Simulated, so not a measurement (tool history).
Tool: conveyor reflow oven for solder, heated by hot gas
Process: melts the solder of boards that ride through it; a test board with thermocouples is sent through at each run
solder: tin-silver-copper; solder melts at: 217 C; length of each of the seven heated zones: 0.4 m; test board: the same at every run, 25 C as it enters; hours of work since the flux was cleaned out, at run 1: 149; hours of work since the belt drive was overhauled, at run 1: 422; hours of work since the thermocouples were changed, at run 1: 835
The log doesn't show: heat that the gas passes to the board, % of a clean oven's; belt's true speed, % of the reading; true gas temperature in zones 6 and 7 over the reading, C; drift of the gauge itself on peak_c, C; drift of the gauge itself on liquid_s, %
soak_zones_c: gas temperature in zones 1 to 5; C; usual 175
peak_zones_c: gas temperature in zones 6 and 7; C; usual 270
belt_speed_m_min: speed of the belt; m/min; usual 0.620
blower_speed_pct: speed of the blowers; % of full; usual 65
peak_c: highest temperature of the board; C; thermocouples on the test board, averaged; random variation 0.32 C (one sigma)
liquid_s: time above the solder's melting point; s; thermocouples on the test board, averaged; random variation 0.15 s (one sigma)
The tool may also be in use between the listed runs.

run	day	soak_zones_c	peak_zones_c	belt_speed_m_min	blower_speed_pct	hours of work since the flux was cleaned out	hours of work since the belt drive was overhauled	hours of work since the thermocouples were changed	peak_c	liquid_s
1	0.000	175	270	0.620	65	149	422	835	256.6	62.5
2	0.492	175	270	0.620	65	156	429	842	256.1	62.3
3	0.875	175	270	0.620	65	162	435	848	255.8	62.5
4	1.271	175	270	0.620	65	167	441	854	256.2	62.5
5	1.675	189	270	0.620	65	173	447	860	258.2	69.2
# day 2.304: flux residue cleaned out of gas plates and filters
6	2.304	189	270	0.620	65	0	453	866	258.3	69.2
7	2.850	189	270	0.620	65	8	461	874	258.6	69.0
8	3.604	189	270	0.620	65	19	472	885	257.7	69.0
# day 4.217: flux residue cleaned out of gas plates and filters, once more
9	4.546	189	270	0.620	65	5	483	895	259.3	69.8
10	5.012	175	270	0.620	63	12	489	902	257.0	63.3
11	5.604	175	277	0.620	65	20	498	911	263.4	66.9
12	5.983	175	277	0.620	65	26	503	916	263.5	66.8
13	6.538	175	270	0.620	65	34	512	924	257.1	63.3
14	6.988	175	270	0.620	65	40	518	931	257.1	63.3
15	7.321	179	270	0.620	65	45	523	936	257.7	64.8
16	8.104	179	270	0.620	65	57	534	947	257.3	64.6
17	8.442	179	270	0.620	65	62	539	952	257.4	65.0
18	9.167	175	283	0.633	74	72	550	963	270.8	68.0
19	9.633	165	261	0.633	74	79	557	970	248.2	52.4
20	9.958	169	281	0.720	60	84	561	974	259.8	53.2
21	10.417	175	270	0.704	65	90	568	981	253.0	52.5
22	11.133	169	270	0.554	80	101	579	992	260.4	71.8
23	11.554	169	278	0.554	80	107	585	998	267.4	76.0
24	12.112	171	278	0.554	80	115	593	1006	268.2	76.7
25	12.621	171	278	0.554	82	123	600	1013	267.8	76.6
26	13.079	171	278	0.554	82	129	607	1020	268.0	76.6
27	13.646	175	260	0.595	65	138	615	1028	247.8	60.0
28	14.300	174	260	0.616	71	147	625	1038	247.7	57.1
29	14.975	174	260	0.616	71	157	635	1048	247.8	57.3
30	15.779	187	262	0.620	62	169	646	1059	250.3	63.3

Forecast each of these 4 alternatives for the next run:
A	16.442	167	270	0.647	60	178	656	1069	?	?
B	16.442	175	270	0.620	50	178	656	1069	?	?
C	16.442	187	264	0.620	70	178	656	1069	?	?
D	16.442	175	259	0.603	65	178	656	1069	?	?

run	peak_c	liquid_s
A	253.0	54.5
B	252.8	60.2
C	253.0	65.7
D	246.2	57.6
Without the tool's hidden state the same runs would have given:
run	peak_c	liquid_s
A	256.0	56.4
B	255.6	61.8
C	255.7	67.0
D	249.0	59.8
